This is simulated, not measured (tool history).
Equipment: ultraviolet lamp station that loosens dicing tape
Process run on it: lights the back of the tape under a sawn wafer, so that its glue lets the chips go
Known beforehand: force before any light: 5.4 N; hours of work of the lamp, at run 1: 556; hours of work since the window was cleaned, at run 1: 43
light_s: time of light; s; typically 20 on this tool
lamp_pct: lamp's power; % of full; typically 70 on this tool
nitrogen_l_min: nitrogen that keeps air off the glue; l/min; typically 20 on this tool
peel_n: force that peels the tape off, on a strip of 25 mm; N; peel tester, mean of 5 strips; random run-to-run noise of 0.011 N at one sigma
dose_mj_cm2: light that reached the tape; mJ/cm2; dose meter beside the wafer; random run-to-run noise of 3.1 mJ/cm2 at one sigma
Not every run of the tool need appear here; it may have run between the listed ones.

run   hour  light_s  lamp_pct  nitrogen_l_min  hours of work of the lamp  hours of work since the window was cleaned  peel_n  dose_mj_cm2
  1      0       20        70              20                        556                                          43   0.951          307
  2   21.4       20        70              20                        568                                          55   1.014          305
  3   47.1       20        70              20                        583                                          70   0.969          296
  4   70.9       20        70              20                        596                                          83   1.062          296
  5  102.3       20        70              20                        614                                         101   1.065          291
  6  116.6       20        70              20                        622                                         109   1.053          291
  7  145.5       16        70              20                        638                                         126   1.493          228
  8  171.6       16        70              20                        653                                         141   1.502          220
  9  203.6       16        70              20                        671                                         159   1.563          220
 10  224.7       20        83              20                        683                                         171   0.899          319
 11  245.2       20        70              26                        695                                         182   1.105          265
 12  272.1       20        70              26                        710                                         198   1.158          260
 13  287.4       20        65              20                        719                                         206   1.345          244
 14  315.6       20        65              20                        735                                         222   1.428          238
     319.1  -- window cleaned of glue's vapour
 15  332.8       20        70              22                        745                                           8   1.236          247
 16  350.5       20        70              20                        755                                          18   1.331          244
 17  380.8       20        70               7                        772                                          35   1.906          238
 18  407.8       20        70              20                        787                                          50   1.432          235
     430.5  -- lamp changed
 19  431.2       20        61              20                          0                                          63   0.698          376
 20  445.4       20        61              20                          8                                          71   0.699          372
 21  468.4       20        70              20                         22                                          84   0.542          426
 22  485.7       20        70              20                         31                                          94   0.575          422
     489.1  -- window cleaned of glue's vapour, once more
 23  510.4       20        70              20                         45                                          12    0.51          447
 24  529.9       28        79              20                         56                                          23   0.264          707
 25  548.3       28        79              20                         67                                          34   0.242          694
 26  566.4       20        87              15                         77                                          44   0.422          542
 27  595.3       20        87              15                         93                                          60    0.41          536
 28  622.5       26        87              29                        109                                          76   0.242          694
 29  639.4       23        87              32                        118                                          85   0.287          608
 30  659.1       20        76               9                        129                                          97   0.718          456
 31  678.8       20        70               9                        141                                         108   0.843          417
 32  705.4       20        70               9                        156                                         123   0.827          414
 33  722.6       20        95              20                        166                                         133   0.366          552
 34  739.7       25        81               7                        175                                         142   0.511          587
 35  768.1       25        61              10                        191                                         158   0.743          434
 36  782.8       13        63              32                        200                                         167   1.234          230
 37    803       13        63              32                        211                                         178   1.264          231
 38  829.9       22        72              32                        226                                         193   0.464          439
 39  860.2       24        75              20                        244                                         211   0.443          493
 40  893.3       24        75              20                        262                                         229   0.442          482
 41  916.9       38        70              10                        276                                         243    0.32          703
 42  941.2       10        74              27                        290                                         257   1.664          195

Describe how what the log doesn't record of the tool's condition differs between the last listed run preceding each entry between runs and the first listed run following it.
Runs 14 to 15: window cleaned of glue's vapour (hour 319.1)
  lamp's light, % of a new lamp's: 56.9 -> 56.4; light that the window lets through, % of a clean one's: 96 -> 95
  measured value less the no-hidden-state value, peel_n: +0.871 -> +0.778 N; dose_mj_cm2: -196 -> -216 mJ/cm2
Runs 18 to 19: lamp changed (hour 430.5)
  lamp's light, % of a new lamp's: 53.9 -> 99.5; light that the window lets through, % of a clean one's: 94.3 -> 94
  measured value less the no-hidden-state value, peel_n: +0.94 -> +0.075 N; dose_mj_cm2: -230 -> -25 mJ/cm2
Runs 22 to 23: window cleaned of glue's vapour, once more (hour 489.1)
  lamp's light, % of a new lamp's: 97.9 -> 97.1; light that the window lets through, % of a clean one's: 93.5 -> 99.7
  measured value less the no-hidden-state value, peel_n: +0.083 -> +0.028 N; dose_mj_cm2: -39 -> -15 mJ/cm2
